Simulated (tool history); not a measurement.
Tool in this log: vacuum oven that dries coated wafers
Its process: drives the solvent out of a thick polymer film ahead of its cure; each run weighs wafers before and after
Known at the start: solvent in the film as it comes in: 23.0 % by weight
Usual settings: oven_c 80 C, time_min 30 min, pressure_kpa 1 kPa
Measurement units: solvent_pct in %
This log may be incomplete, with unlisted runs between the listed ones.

| run | hour | oven_c | time_min | pressure_kpa | solvent_pct |
|---|---|---|---|---|---|
| 1 | 0 | 80 | 30 | 1 | 4.89 |
| 2 | 23.2 | 80 | 30 | 1 | 4.72 |
| 3 | 38.2 | 80 | 30 | 1 | 4.76 |
| 4 | 55.3 | 80 | 30 | 1 | 4.93 |
| 5 | 88.1 | 80 | 30 | 1 | 4.91 |
| 6 | 123.5 | 80 | 30 | 1 | 4.8 |
| 7 | 152.6 | 80 | 30 | 1 | 4.86 |
| 8 | 184.5 | 80 | 30 | 1 | 4.81 |
| 9 | 219.3 | 80 | 30 | 1 | 4.79 |
| 10 | 239.9 | 80 | 34 | 1 | 4.06 |
| 11 | 263.7 | 80 | 34 | 1 | 4.11 |
| 12 | 278.6 | 80 | 34 | 1 | 4.12 |
| 13 | 305.8 | 80 | 34 | 1 | 3.97 |
| 14 | 329.2 | 80 | 30 | 2.3 | 5.13 |
| 15 | 356.5 | 80 | 30 | 2.3 | 5.06 |
| 16 | 390 | 80 | 30 | 2.3 | 5.06 |
| 17 | 419.4 | 80 | 30 | 2.3 | 5.13 |
| 18 | 454 | 80 | 30 | 2.3 | 5.13 |
| 19 | 476.5 | 80 | 30 | 2.3 | 5.13 |
| 20 | 496.1 | 80 | 30 | 2.75 | 5.25 |
| 21 | 510.5 | 80 | 30 | 1 | 4.98 |
| 22 | 535.3 | 80 | 27 | 1 | 5.68 |
| 23 | 558.2 | 80 | 30 | 1 | 4.98 |
| 24 | 584.4 | 95 | 30 | 1 | 1.61 |
| 25 | 618.8 | 70 | 27 | 2.26 | 8.76 |
| 26 | 636.7 | 70 | 27 | 2.26 | 9.09 |
|  | 640.6 | oven's thermocouples calibrated |
| 27 | 658.4 | 82 | 24 | 2.44 | 6.32 |
| 28 | 685.6 | 82 | 24 | 2.44 | 6.42 |
| 29 | 708.5 | 82 | 24 | 2.44 | 6.42 |
| 30 | 733.1 | 80 | 30 | 2.83 | 5.55 |
| 31 | 759.3 | 80 | 16 | 0.78 | 9.45 |
| 32 | 775.5 | 78 | 28 | 3.88 | 6.76 |
| 33 | 790.8 | 80 | 40 | 1.61 | 3.64 |
| 34 | 808.8 | 80 | 32 | 0.96 | 5 |
|  | 824.7 | oven's thermocouples calibrated, once more |
| 35 | 835.5 | 80 | 26 | 1.19 | 5.29 |
| 36 | 858 | 80 | 26 | 1.19 | 5.3 |
| 37 | 886.6 | 80 | 26 | 1.19 | 5.34 |
| 38 | 912.7 | 80 | 30 | 0.58 | 4.4 |
| 39 | 937.5 | 66 | 30 | 2.94 | 9.18 |
| 40 | 966.8 | 66 | 30 | 2.94 | 9.26 |
| 41 | 1002.3 | 66 | 30 | 2.94 | 9.16 |
| 42 | 1017.8 | 66 | 30 | 2.94 | 9.4 |
| 43 | 1050.4 | 73 | 20 | 0.71 | 9.25 |
| 44 | 1070.5 | 80 | 34 | 1 | 3.8 |

Predict the results of run 45:
| 45 | 1104 | 82 | 28 | 0.94 | ? |

{"run 45": {"solvent_pct": 4.48}}
Take away the tool's hidden state, keep the run-to-run variation as it was, and the same run would have given solvent_pct 4.25 %.
